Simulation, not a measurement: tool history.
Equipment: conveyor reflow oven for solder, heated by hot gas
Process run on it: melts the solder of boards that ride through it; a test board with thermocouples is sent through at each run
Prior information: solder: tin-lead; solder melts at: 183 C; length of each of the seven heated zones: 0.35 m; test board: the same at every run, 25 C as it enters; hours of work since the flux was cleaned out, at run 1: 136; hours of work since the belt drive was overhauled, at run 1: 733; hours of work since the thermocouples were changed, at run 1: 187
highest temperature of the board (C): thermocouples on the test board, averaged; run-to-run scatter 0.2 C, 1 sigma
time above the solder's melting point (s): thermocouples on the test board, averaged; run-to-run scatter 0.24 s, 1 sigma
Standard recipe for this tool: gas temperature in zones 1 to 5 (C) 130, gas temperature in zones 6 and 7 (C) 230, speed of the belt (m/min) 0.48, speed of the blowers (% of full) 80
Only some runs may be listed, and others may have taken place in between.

| run | hour | gas temperature in zones 1 to 5 (C) | gas temperature in zones 6 and 7 (C) | speed of the belt (m/min) | speed of the blowers (% of full) | hours of work since the flux was cleaned out | hours of work since the belt drive was overhauled | hours of work since the thermocouples were changed | highest temperature of the board (C) | time above the solder's melting point (s) |
|---|---|---|---|---|---|---|---|---|---|---|
| 1 | 0 | 130 | 230 | 0.48 | 80 | 136 | 733 | 187 | 214 | 60.2 |
| 2 | 54.3 | 130 | 230 | 0.48 | 80 | 168 | 765 | 219 | 214.1 | 59.8 |
| 3 | 81.8 | 130 | 230 | 0.48 | 80 | 185 | 782 | 236 | 214.1 | 60.3 |
| 4 | 111.8 | 130 | 230 | 0.48 | 80 | 202 | 800 | 254 | 213.4 | 59.8 |
| 5 | 158.5 | 130 | 230 | 0.48 | 80 | 230 | 827 | 281 | 214.1 | 59.9 |
| 6 | 186.1 | 130 | 230 | 0.48 | 80 | 247 | 844 | 298 | 213.8 | 60.5 |
| 7 | 225.8 | 130 | 230 | 0.48 | 80 | 270 | 867 | 321 | 214 | 60.5 |
| 8 | 265.4 | 130 | 230 | 0.48 | 80 | 294 | 891 | 345 | 213.6 | 59.6 |
| 9 | 290.8 | 130 | 230 | 0.48 | 80 | 309 | 906 | 360 | 213.6 | 59.6 |
| 10 | 341.4 | 130 | 230 | 0.48 | 80 | 339 | 936 | 390 | 213.1 | 60 |
| 11 | 374.2 | 130 | 230 | 0.48 | 80 | 358 | 956 | 410 | 213.1 | 59.3 |
| 12 | 410.7 | 130 | 230 | 0.399 | 80 | 380 | 977 | 431 | 219 | 80 |
|  | 425.6 | flux residue cleaned out of gas plates and filters |
| 13 | 437.7 | 130 | 230 | 0.399 | 80 | 7 | 990 | 444 | 220.1 | 81.6 |
| 14 | 490.9 | 130 | 230 | 0.399 | 80 | 39 | 1022 | 476 | 220.1 | 81.8 |
| 15 | 536.2 | 130 | 230 | 0.399 | 80 | 66 | 1049 | 503 | 220.3 | 81.3 |
| 16 | 572.7 | 130 | 230 | 0.404 | 80 | 87 | 1071 | 525 | 219.9 | 80.2 |
| 17 | 608.1 | 130 | 230 | 0.404 | 80 | 108 | 1092 | 546 | 219.6 | 80.5 |
| 18 | 648.4 | 136 | 222 | 0.48 | 80 | 132 | 1116 | 570 | 209.1 | 58.2 |
| 19 | 697 | 130 | 228 | 0.48 | 80 | 161 | 1145 | 599 | 213.3 | 59.8 |
| 20 | 721.9 | 132 | 228 | 0.48 | 61 | 176 | 1159 | 613 | 209.8 | 56.1 |
| 21 | 744.6 | 121 | 237 | 0.492 | 82 | 190 | 1173 | 627 | 219 | 59.9 |
| 22 | 778.6 | 121 | 237 | 0.492 | 82 | 210 | 1193 | 647 | 219.1 | 60.4 |
| 23 | 829.3 | 121 | 237 | 0.492 | 82 | 240 | 1223 | 677 | 218.3 | 59.8 |
| 24 | 856.7 | 121 | 237 | 0.492 | 82 | 256 | 1239 | 694 | 218.7 | 59.8 |
| 25 | 888.6 | 130 | 221 | 0.48 | 56 | 275 | 1258 | 712 | 201.8 | 44.6 |
| 26 | 917.8 | 130 | 225 | 0.449 | 64 | 293 | 1276 | 730 | 209.4 | 59.2 |

What will run 27 give?
| 27 | 957.5 | 130 | 225 | 0.449 | 68 | 316 | 1299 | 753 | ? | ? |

Run 27 produced highest temperature of the board (C) 209.9, time above the solder's melting point (s) 60.1.
The same run, on a tool lacking any hidden state, would have yielded highest temperature of the board (C) 210, time above the solder's melting point (s) 59.7.

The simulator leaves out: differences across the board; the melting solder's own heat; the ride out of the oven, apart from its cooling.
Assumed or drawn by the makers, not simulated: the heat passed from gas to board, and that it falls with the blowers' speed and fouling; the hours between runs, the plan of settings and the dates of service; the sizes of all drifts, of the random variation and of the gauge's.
